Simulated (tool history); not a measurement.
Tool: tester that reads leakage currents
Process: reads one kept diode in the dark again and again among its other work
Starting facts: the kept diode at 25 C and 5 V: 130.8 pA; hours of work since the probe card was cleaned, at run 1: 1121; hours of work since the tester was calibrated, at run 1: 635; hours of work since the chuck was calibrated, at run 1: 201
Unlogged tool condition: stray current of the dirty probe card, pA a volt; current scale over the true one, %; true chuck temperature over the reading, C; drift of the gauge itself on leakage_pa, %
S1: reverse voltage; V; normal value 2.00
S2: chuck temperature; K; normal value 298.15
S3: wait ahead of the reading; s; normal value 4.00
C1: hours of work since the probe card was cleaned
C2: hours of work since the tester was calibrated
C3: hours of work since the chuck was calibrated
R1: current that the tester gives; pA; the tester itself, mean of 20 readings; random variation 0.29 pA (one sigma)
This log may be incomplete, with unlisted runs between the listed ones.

Run 1, hour 0.0: usual settings; C1 1121; C2 635; C3 201. Result: R1 95.73 pA.
Run 2, hour 72.9: usual settings; C1 1158; C2 673; C3 239. Result: R1 95.85 pA.
Run 3, hour 160.7: usual settings; C1 1204; C2 718; C3 284. Result: R1 94.99 pA.
Run 4, hour 244.8: usual settings; C1 1247; C2 762; C3 328. Result: R1 95.60 pA.
Run 5, hour 324.6: usual settings; C1 1288; C2 803; C3 369. Result: R1 95.85 pA.
Run 6, hour 384.2: usual settings but S2 332.15 K; C1 1319; C2 834; C3 399. Result: R1 1656.72 pA.
Run 7, hour 457.5: usual settings but S2 332.15 K; C1 1357; C2 871; C3 437. Result: R1 1662.46 pA.
Run 8, hour 504.4: usual settings but S1 1.36 V; C1 1381; C2 895; C3 461. Result: R1 83.71 pA.
Run 9, hour 545.1: usual settings but S3 0.59 s; C1 1402; C2 916; C3 482. Result: R1 95.40 pA.
Run 10, hour 626.4: usual settings but S3 0.59 s; C1 1444; C2 958; C3 524. Result: R1 96.04 pA.
Run 11, hour 694.5: usual settings but S3 0.59 s; C1 1479; C2 993; C3 559. Result: R1 95.92 pA.
Run 12, hour 730.0: usual settings; C1 1497; C2 1012; C3 578. Result: R1 95.77 pA.
Run 13, hour 767.8: usual settings; C1 1517; C2 1031; C3 597. Result: R1 95.34 pA.
Run 14, hour 805.2: usual settings; C1 1536; C2 1050; C3 616. Result: R1 95.76 pA.
Run 15, hour 874.7: usual settings; C1 1572; C2 1086; C3 652. Result: R1 95.72 pA.
Run 16, hour 935.5: usual settings but S3 0.75 s; C1 1603; C2 1118; C3 684. Result: R1 95.64 pA.
Run 17, hour 975.5: usual settings but S2 303.15 K; C1 1624; C2 1138; C3 704. Result: R1 151.31 pA.
Run 18, hour 1046.0: usual settings but S2 303.15 K; C1 1660; C2 1175; C3 741. Result: R1 151.29 pA.
Run 19, hour 1110.0: usual settings but S1 6.69 V; C1 1693; C2 1208; C3 774. Result: R1 144.54 pA.
Run 20, hour 1180.4: usual settings but S2 317.15 K; C1 1729; C2 1244; C3 810. Result: R1 508.09 pA.
Run 21, hour 1247.9: usual settings but S1 10.32 V, S2 323.15 K, S3 7.09 s; C1 1764; C2 1279; C3 845. Result: R1 1449.59 pA.
Run 22, hour 1309.0: usual settings but S1 2.11 V, S2 330.15 K, S3 0.99 s; C1 1795; C2 1310; C3 876. Result: R1 1443.73 pA.
Run 23, hour 1387.5: usual settings but S1 2.11 V, S2 328.15 K, S3 0.75 s; C1 1836; C2 1351; C3 917. Result: R1 1249.75 pA.
Run 24, hour 1430.1: usual settings but S2 296.15 K; C1 1858; C2 1372; C3 938. Result: R1 79.32 pA.
Run 25, hour 1485.7: usual settings but S1 17.31 V, S2 330.15 K; C1 1887; C2 1401; C3 967. Result: R1 2996.61 pA.
Run 26, hour 1540.3: usual settings but S2 301.15 K; C1 1915; C2 1429; C3 995. Result: R1 126.10 pA.
Run 27, hour 1590.4: usual settings but S2 303.15 K, S3 1.68 s; C1 1940; C2 1455; C3 1021. Result: R1 151.33 pA.
Run 28, hour 1666.4: usual settings but S2 303.15 K, S3 1.68 s; C1 1980; C2 1494; C3 1060. Result: R1 151.33 pA.
Run 29, hour 1735.2: usual settings but S2 303.15 K, S3 1.68 s; C1 2015; C2 1530; C3 1096. Result: R1 152.13 pA.
Run 30, hour 1814.2: usual settings but S2 303.15 K, S3 1.68 s; C1 2056; C2 1570; C3 1136. Result: R1 151.61 pA.
Run 31, hour 1878.8: usual settings but S2 297.15 K, S3 2.69 s; C1 2089; C2 1604; C3 1170. Result: R1 86.79 pA.
Run 32, hour 1921.0: usual settings but S2 297.15 K, S3 2.69 s; C1 2111; C2 1626; C3 1192. Result: R1 87.04 pA.
At hour 1948.9: probe card cleaned and baked.
Run 33, hour 1989.1: usual settings but S1 12.14 V, S2 297.15 K, S3 0.53 s; C1 21; C2 1659; C3 1225. Result: R1 163.52 pA.
Run 34, hour 2063.3: usual settings but S1 12.14 V, S2 301.15 K, S3 1.03 s; C1 59; C2 1697; C3 1263. Result: R1 237.17 pA.
Run 35, hour 2144.6: usual settings but S1 3.29 V, S2 315.15 K, S3 0.73 s; C1 101; C2 1739; C3 1305. Result: R1 510.50 pA.
Run 36, hour 2218.8: usual settings but S1 3.29 V, S2 315.15 K, S3 0.73 s; C1 139; C2 1777; C3 1343. Result: R1 510.33 pA.
Run 37, hour 2291.2: usual settings but S1 11.24 V, S2 296.15 K, S3 0.89 s; C1 176; C2 1815; C3 1381. Result: R1 144.50 pA.
Run 38, hour 2364.9: usual settings but S1 14.75 V; C1 214; C2 1853; C3 1419. Result: R1 191.52 pA.
Run 39, hour 2436.3: usual settings but S1 14.75 V, S2 328.15 K, S3 6.37 s; C1 251; C2 1890; C3 1455. Result: R1 2431.41 pA.
At hour 2458.6: chuck's temperature calibrated.
Run 40, hour 2476.5: usual settings but S1 14.75 V, S2 328.15 K, S3 6.37 s; C1 271; C2 1909; C3 9. Result: R1 2428.70 pA.

Forecast each of these 4 alternatives for the next run:
Run A, hour 2517.9: usual settings but S1 14.75 V, S2 308.15 K, S3 1.89 s; C1 292; C2 1931; C3 31. Result: R1 ?.
Run B, hour 2517.9: usual settings but S1 7.11 V; C1 292; C2 1931; C3 31. Result: R1 ?.
Run C, hour 2517.9: usual settings but S1 7.68 V, S2 329.15 K, S3 0.65 s; C1 292; C2 1931; C3 31. Result: R1 ?.
Run D, hour 2517.9: usual settings but S3 4.51 s; C1 292; C2 1931; C3 31. Result: R1 ?.

run       R1
  A   470.11
  B   147.79
  C  2097.73
  D    95.26
What these runs would have given with no unlogged condition in the tool:
run       R1
  A   470.09
  B   147.78
  C  2097.68
  D    95.25
